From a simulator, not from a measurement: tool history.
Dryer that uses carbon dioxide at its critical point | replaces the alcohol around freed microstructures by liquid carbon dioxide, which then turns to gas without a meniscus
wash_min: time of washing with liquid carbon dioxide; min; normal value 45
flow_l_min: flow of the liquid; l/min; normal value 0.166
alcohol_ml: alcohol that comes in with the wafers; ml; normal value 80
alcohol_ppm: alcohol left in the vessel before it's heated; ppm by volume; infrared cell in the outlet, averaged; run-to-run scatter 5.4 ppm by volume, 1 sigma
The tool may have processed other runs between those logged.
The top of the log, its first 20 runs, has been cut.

run	day	wash_min	flow_l_min	alcohol_ml	alcohol_ppm
21	10.575	45	0.275	80	53
22	11.029	45	0.275	80	54
23	11.675	45	0.166	80	217
24	12.171	45	0.251	80	67
25	12.871	45	0.251	80	63
26	13.346	28	0.251	26	135
27	14.029	28	0.251	26	144
28	14.588	31	0.166	64	1003
29	14.979	29	0.256	27	118
30	15.475	63	0.134	35	100
31	15.967	47	0.276	80	67

What will run 32 give?
32	16.617	45	0.232	76	?

{"run 32": {"alcohol_ppm": 85}}
With no hidden state in the tool, this same run would have given alcohol_ppm 17 ppm by volume.
